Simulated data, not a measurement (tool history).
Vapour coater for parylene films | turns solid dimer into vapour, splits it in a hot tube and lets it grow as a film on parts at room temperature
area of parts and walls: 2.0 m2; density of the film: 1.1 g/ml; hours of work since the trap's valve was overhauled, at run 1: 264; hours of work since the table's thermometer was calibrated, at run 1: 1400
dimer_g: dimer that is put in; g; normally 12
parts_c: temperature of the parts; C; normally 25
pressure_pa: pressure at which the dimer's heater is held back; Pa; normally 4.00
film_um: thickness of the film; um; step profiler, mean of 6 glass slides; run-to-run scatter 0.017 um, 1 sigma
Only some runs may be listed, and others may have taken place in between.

run	hour	dimer_g	parts_c	pressure_pa	hours of work since the trap's valve was overhauled	hours of work since the table's thermometer was calibrated	film_um
1	0.0	12	25	4.00	264	1400	2.80
2	61.3	12	25	4.00	296	1432	2.78
3	103.1	7	25	4.00	318	1454	1.64
4	141.8	12	25	10.06	339	1474	2.66
5	215.0	12	25	10.06	377	1513	2.66
6	268.8	12	25	4.00	406	1541	2.83
7	339.2	12	25	4.00	443	1579	2.79
8	386.2	15	25	4.00	468	1603	3.52
9	459.8	15	25	4.00	506	1642	3.57
10	499.0	12	25	4.00	527	1663	2.81
# hour 543.8: table's thermometer calibrated
11	559.1	12	25	4.00	558	8	2.82
12	610.0	12	22	4.00	585	35	3.19
13	660.4	12	22	4.00	612	62	3.18
14	733.5	12	22	4.00	650	100	3.20
15	792.2	12	22	4.00	681	131	3.20
# hour 810.3: trap's valve overhauled
16	872.9	12	25	10.31	33	172	2.66
17	940.1	12	25	10.31	69	207	2.68
18	1005.0	12	25	10.31	103	241	2.68
19	1068.9	12	25	10.31	136	275	2.71
20	1115.3	12	17	4.00	161	299	3.94
21	1147.2	12	17	4.00	178	316	3.94
22	1193.7	12	25	4.97	202	341	2.81
23	1226.6	12	25	4.97	220	358	2.78
24	1279.1	12	25	4.00	247	386	2.85
25	1356.1	10	24	8.97	288	426	2.37
26	1424.9	14	25	6.03	324	463	3.27
27	1473.6	21	19	10.93	350	489	6.02
28	1512.0	21	19	11.31	370	509	6.10
29	1554.7	6	36	6.70	393	531	0.88
30	1620.1	6	36	6.70	427	566	0.86
31	1659.8	6	36	6.70	448	587	0.88
32	1691.8	12	27	2.56	465	604	2.72
33	1729.4	12	27	2.56	485	623	2.70
34	1793.8	12	27	2.56	519	657	2.70
35	1858.2	5	34	4.00	553	691	0.82
36	1936.8	16	28	5.77	594	733	3.25
37	1984.1	9	36	5.77	619	758	1.33
38	2043.3	16	17	4.00	651	789	5.33
# hour 2050.7: gauge calibrated
39	2094.7	12	17	11.03	678	816	3.71
# hour 2118.4: trap's valve overhauled
40	2153.1	12	17	11.03	18	845	3.71
41	2207.4	5	31	7.28	47	874	0.88
42	2266.4	7	25	8.21	78	905	1.57
43	2344.4	7	25	8.21	119	946	1.60
44	2420.9	7	19	8.21	160	986	2.02
45	2485.6	7	19	8.21	194	1020	2.04
46	2527.4	7	18	4.76	216	1042	2.18
47	2601.9	7	18	4.76	255	1082	2.17
48	2640.8	12	24	2.51	276	1102	3.01

What differs in the tool's unlogged condition from the final listed run ahead of each entry between runs to the first listed run following it?
Run 10 -> run 11: table's thermometer calibrated (hour 543.8)
  true temperature of the parts over the reading, C: 0.02 -> 0; drift of the gauge itself on film_um, %: 0.73 -> 0.82
  what was measured, less what the result would be without the hidden state, film_um: +0.01 -> +0.02 um
Run 15 -> run 16: trap's valve overhauled (hour 810.3)
  vapour lost through the trap's worn valve, %: 0.3 -> 0; drift of the gauge itself on film_um, %: 1.16 -> 1.27
  what was measured, less what the result would be without the hidden state, film_um: +0.02 -> +0.03 um
Run 38 -> run 39: gauge calibrated (hour 2050.7)
  drift of the gauge itself on film_um, %: 2.98 -> 0.06
  what was measured, less what the result would be without the hidden state, film_um: +0.14 -> +0.00 um
Run 39 -> run 40: trap's valve overhauled (hour 2118.4)
  vapour lost through the trap's worn valve, %: 0.2 -> 0; drift of the gauge itself on film_um, %: 0.06 -> 0.14
  what was measured, less what the result would be without the hidden state, film_um: +0.00 -> +0.00 um

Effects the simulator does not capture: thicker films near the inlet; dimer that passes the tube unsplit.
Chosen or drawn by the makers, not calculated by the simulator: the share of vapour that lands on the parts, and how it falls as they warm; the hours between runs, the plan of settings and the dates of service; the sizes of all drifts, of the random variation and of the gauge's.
